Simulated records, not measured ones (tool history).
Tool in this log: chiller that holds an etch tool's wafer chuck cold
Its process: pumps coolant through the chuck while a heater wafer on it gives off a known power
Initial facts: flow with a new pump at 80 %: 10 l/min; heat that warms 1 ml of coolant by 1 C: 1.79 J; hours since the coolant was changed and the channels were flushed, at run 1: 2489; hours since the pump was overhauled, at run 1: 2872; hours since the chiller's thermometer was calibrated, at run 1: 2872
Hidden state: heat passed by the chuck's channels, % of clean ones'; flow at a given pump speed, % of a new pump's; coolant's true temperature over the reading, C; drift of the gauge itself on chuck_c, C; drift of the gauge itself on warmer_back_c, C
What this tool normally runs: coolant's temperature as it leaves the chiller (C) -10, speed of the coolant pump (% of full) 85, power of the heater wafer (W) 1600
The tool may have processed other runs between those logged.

| run | hour | coolant's temperature as it leaves the chiller (C) | speed of the coolant pump (% of full) | power of the heater wafer (W) | hours since the coolant was changed and the channels were flushed | hours since the pump was overhauled | hours since the chiller's thermometer was calibrated | chuck's temperature once it has settled (C) | how much warmer the coolant comes back (C) |
|---|---|---|---|---|---|---|---|---|---|
| 1 | 0.0 | -10 | 85 | 1600 | 2489 | 2872 | 2872 | 2.2 | 5.38 |
| 2 | 46.3 | -10 | 85 | 1600 | 2535 | 2919 | 2919 | 2.2 | 5.47 |
| 3 | 104.3 | -3 | 85 | 1600 | 2593 | 2977 | 2977 | 9.2 | 5.39 |
| 4 | 148.1 | -3 | 85 | 1600 | 2637 | 3020 | 3020 | 9.4 | 5.39 |
| 5 | 190.1 | -10 | 85 | 1600 | 2679 | 3062 | 3062 | 2.4 | 5.34 |
| 6 | 221.5 | -10 | 85 | 1600 | 2710 | 3094 | 3094 | 2.4 | 5.38 |
| 7 | 274.6 | -10 | 85 | 1600 | 2763 | 3147 | 3147 | 2.6 | 5.39 |
| 8 | 304.6 | -10 | 61 | 1600 | 2794 | 3177 | 3177 | 5.8 | 7.64 |
| 9 | 336.4 | -10 | 61 | 1600 | 2825 | 3209 | 3209 | 5.8 | 7.66 |
| 10 | 391.3 | -10 | 85 | 1299 | 2880 | 3264 | 3264 | 0.1 | 4.41 |
| 11 | 432.1 | -10 | 85 | 1299 | 2921 | 3304 | 3304 | 0.2 | 4.41 |
| 12 | 467.5 | -5 | 85 | 1299 | 2956 | 3340 | 3340 | 5.4 | 4.38 |
| 13 | 516.5 | -1 | 85 | 1600 | 3005 | 3389 | 3389 | 11.5 | 5.38 |
| 14 | 560.2 | -1 | 85 | 1600 | 3049 | 3433 | 3433 | 11.6 | 5.43 |
|  | 565.9 | chiller's thermometer calibrated |
| 15 | 605.7 | -10 | 85 | 1600 | 3094 | 3477 | 40 | 2.9 | 5.44 |
| 16 | 646.2 | -10 | 85 | 1600 | 3134 | 3518 | 80 | 2.8 | 5.45 |
| 17 | 687.8 | -10 | 85 | 1600 | 3176 | 3559 | 122 | 2.9 | 5.50 |
|  | 695.0 | chiller's thermometer calibrated, once more |
| 18 | 729.1 | -10 | 88 | 1087 | 3216 | 3599 | 34 | -2.0 | 3.49 |
| 19 | 801.0 | -10 | 88 | 1087 | 3288 | 3671 | 106 | -1.7 | 3.61 |
| 20 | 864.1 | -16 | 85 | 1600 | 3351 | 3734 | 169 | -3.5 | 5.43 |
| 21 | 920.8 | -20 | 92 | 1600 | 3408 | 3791 | 226 | -8.4 | 5.09 |
| 22 | 987.3 | -10 | 83 | 970 | 3474 | 3858 | 292 | -2.2 | 3.38 |
| 23 | 1022.1 | -1 | 79 | 1167 | 3509 | 3892 | 327 | 8.7 | 4.32 |
| 24 | 1087.1 | -10 | 71 | 1600 | 3574 | 3958 | 392 | 4.4 | 6.62 |
| 25 | 1117.7 | -10 | 71 | 1600 | 3605 | 3988 | 423 | 4.3 | 6.58 |
| 26 | 1177.1 | -10 | 71 | 1600 | 3664 | 4047 | 482 | 4.6 | 6.64 |
| 27 | 1237.6 | -10 | 71 | 1600 | 3725 | 4108 | 543 | 4.4 | 6.67 |
| 28 | 1296.1 | -10 | 71 | 1600 | 3783 | 4166 | 601 | 4.4 | 6.63 |
| 29 | 1332.5 | -10 | 93 | 1659 | 3819 | 4203 | 637 | 2.3 | 5.18 |
| 30 | 1377.9 | -10 | 96 | 1600 | 3865 | 4248 | 683 | 1.6 | 4.86 |

Estimate the outcome of run 31 from the log above:
| 31 | 1425.4 | 0 | 80 | 1600 | 3912 | 4296 | 730 | ? | ? |

chuck's temperature once it has settled (C): 13.3
how much warmer the coolant comes back (C): 5.88
On a tool with no hidden condition, and with the same random variation, this run would have come out at chuck's temperature once it has settled (C) 11.4, how much warmer the coolant comes back (C) 5.35.

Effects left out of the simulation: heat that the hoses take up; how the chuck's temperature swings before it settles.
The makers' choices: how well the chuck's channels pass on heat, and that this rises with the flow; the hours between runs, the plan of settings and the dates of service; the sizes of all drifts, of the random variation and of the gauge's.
